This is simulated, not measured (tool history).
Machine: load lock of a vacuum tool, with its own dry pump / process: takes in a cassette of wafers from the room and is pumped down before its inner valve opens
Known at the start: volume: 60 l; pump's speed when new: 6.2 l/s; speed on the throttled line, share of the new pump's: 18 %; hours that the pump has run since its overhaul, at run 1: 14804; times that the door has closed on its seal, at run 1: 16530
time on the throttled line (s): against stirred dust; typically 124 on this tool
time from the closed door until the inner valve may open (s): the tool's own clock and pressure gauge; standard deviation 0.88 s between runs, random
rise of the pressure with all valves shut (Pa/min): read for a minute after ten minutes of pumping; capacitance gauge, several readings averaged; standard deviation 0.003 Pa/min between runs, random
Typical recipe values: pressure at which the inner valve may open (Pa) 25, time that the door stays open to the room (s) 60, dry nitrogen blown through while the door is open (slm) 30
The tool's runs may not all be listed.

run,hour,time on the throttled line (s),pressure at which the inner valve may open (Pa),time that the door stays open to the room (s),dry nitrogen blown through while the door is open (slm),hours that the pump has run since its overhaul,times that the door has closed on its seal,"incoming humidity of the room's air, %",time from the closed door until the inner valve may open (s),rise of the pressure with all valves shut (Pa/min)
1,0,124,25,60,30,14804,16530,47.2,187.5,0.109
2,436.3,124,25,60,30,15240,17143,42.5,186.7,0.117
3,1057.9,124,23,60,30,15862,18017,44.4,188.9,0.118
4,1536.4,124,25,60,30,16341,18690,44.8,187.5,0.13
5,2055.3,124,25,33,30,16860,19419,43.9,190.2,0.127
6,2546.9,124,25,33,30,17351,20110,42.7,188.2,0.14
7,3035.7,124,25,33,30,17840,20797,44.8,189.3,0.146
8,3453.9,73,25,60,30,18258,21385,44.5,149.8,0.151
9,3968.1,73,25,60,30,18772,22108,42.3,149.7,0.159
10,4407.9,73,25,60,30,19212,22726,43.3,149,0.171
11,4742.7,73,25,60,30,19547,23197,46.2,148.9,0.165
12,5333,73,25,60,45,20137,24026,46.9,150,0.177
13,5797.8,73,25,60,45,20602,24680,46.2,148.8,0.182
# hour 6179.8: door's seal changed, seat wiped
14,6324.3,73,25,60,45,21127,203,43.1,150.8,0.015
15,6829,136,43,25,25,21632,912,44.9,194.5,0.014
16,7514.4,136,43,25,25,22317,1876,42.4,196.7,0.019
17,7877.6,170,44,64,18,22680,2386,47.5,222.1,0.037
18,8414,170,44,64,18,23217,3140,44.4,221.9,0.038
19,9132.7,170,44,64,18,23935,4151,47.1,222.2,0.044
20,9510.2,74,44,40,18,24313,4681,44.4,146.3,0.031
# hour 10036.9: dry pump taken out, an overhauled one fitted
21,10131,74,44,37,22,94,5546,46.2,136.3,0.039
22,10676.8,74,44,158,26,640,6313,46.3,137.6,0.066
23,11362.8,74,50,123,4,1326,7277,45.1,134.9,0.116
24,11880.1,100,46,35,19,1843,8004,45.6,158,0.05
25,12577.8,100,46,35,19,2541,8985,45,159,0.055
26,13248.8,114,25,60,8,3212,9928,48.5,175.2,0.083
27,13907,114,25,60,8,3870,10854,45.9,176.3,0.081
28,14459.6,152,38,60,14,4423,11630,43.7,203.5,0.077

Each row is a separate what-if for the run after 28, all from the same tool condition, not one after another. Results?
A,14895.3,124,24,60,30,4858,12243,42.6,?,?
B,14895.3,124,25,132,14,4858,12243,44.5,?,?
C,14895.3,152,27,60,14,4858,12243,45.5,?,?
D,14895.3,207,38,60,5,4858,12243,43.9,?,?

run,time from the closed door until the inner valve may open (s),rise of the pressure with all valves shut (Pa/min)
A,186.2,0.073
B,183.8,0.108
C,208,0.087
D,248.9,0.098
Take away the tool's hidden state, keep each run's random variation, and the runs would have read:
run,time from the closed door until the inner valve may open (s),rise of the pressure with all valves shut (Pa/min)
A,183.9,0.021
B,181.7,0.056
C,206.1,0.035
D,247.5,0.045
